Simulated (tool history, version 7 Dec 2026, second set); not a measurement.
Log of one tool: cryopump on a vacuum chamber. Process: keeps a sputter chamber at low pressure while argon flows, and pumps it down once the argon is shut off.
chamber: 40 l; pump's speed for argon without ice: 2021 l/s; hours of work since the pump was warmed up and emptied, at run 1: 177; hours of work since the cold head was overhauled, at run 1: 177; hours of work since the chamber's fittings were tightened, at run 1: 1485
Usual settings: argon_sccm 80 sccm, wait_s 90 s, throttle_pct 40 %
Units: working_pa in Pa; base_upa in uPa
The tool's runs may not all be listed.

| run | day | argon_sccm | wait_s | throttle_pct | hours of work since the pump was warmed up and emptied | hours of work since the cold head was overhauled | hours of work since the chamber's fittings were tightened | working_pa | base_upa |
|---|---|---|---|---|---|---|---|---|---|
| 1 | 0 | 80 | 90 | 40 | 177 | 177 | 1485 | 0.1709 | 1.44 |
| 2 | 0.471 | 80 | 101 | 40 | 186 | 186 | 1494 | 0.1719 | 1.31 |
| 3 | 0.996 | 80 | 101 | 40 | 196 | 196 | 1503 | 0.1729 | 1.29 |
| 4 | 1.404 | 80 | 101 | 40 | 203 | 203 | 1511 | 0.1723 | 1.39 |
| 5 | 1.729 | 80 | 281 | 40 | 209 | 209 | 1517 | 0.1725 | 1.01 |
| 6 | 2.008 | 80 | 281 | 40 | 214 | 214 | 1522 | 0.1736 | 0.99 |
| 7 | 2.621 | 80 | 281 | 40 | 226 | 226 | 1533 | 0.1719 | 0.92 |
| 8 | 2.988 | 80 | 72 | 40 | 233 | 233 | 1540 | 0.1729 | 1.61 |
| 9 | 3.583 | 80 | 90 | 40 | 244 | 244 | 1551 | 0.1713 | 1.4 |
| 10 | 4.083 | 80 | 90 | 40 | 253 | 253 | 1561 | 0.1739 | 1.43 |
| 11 | 4.612 | 80 | 90 | 40 | 263 | 263 | 1571 | 0.1743 | 1.47 |
| 12 | 5.179 | 80 | 90 | 40 | 273 | 273 | 1581 | 0.1747 | 1.5 |
| 13 | 5.779 | 154 | 26 | 40 | 284 | 284 | 1592 | 0.3355 | 3.09 |
| 14 | 6.083 | 85 | 189 | 16 | 290 | 290 | 1598 | 0.4513 | 1.16 |
| 15 | 6.554 | 80 | 33 | 50 | 299 | 299 | 1607 | 0.1414 | 2.66 |
| 16 | 7.188 | 80 | 33 | 50 | 311 | 311 | 1618 | 0.1417 | 2.55 |

The next listed run, before its measurement:
| 17 | 7.679 | 80 | 33 | 50 | 320 | 320 | 1627 | ? | ? |

{"run 17": {"working_pa": 0.1419, "base_upa": 2.65}}
Without the tool's hidden state the same run would have given working_pa 0.1338 Pa, base_upa 1.93 uPa.
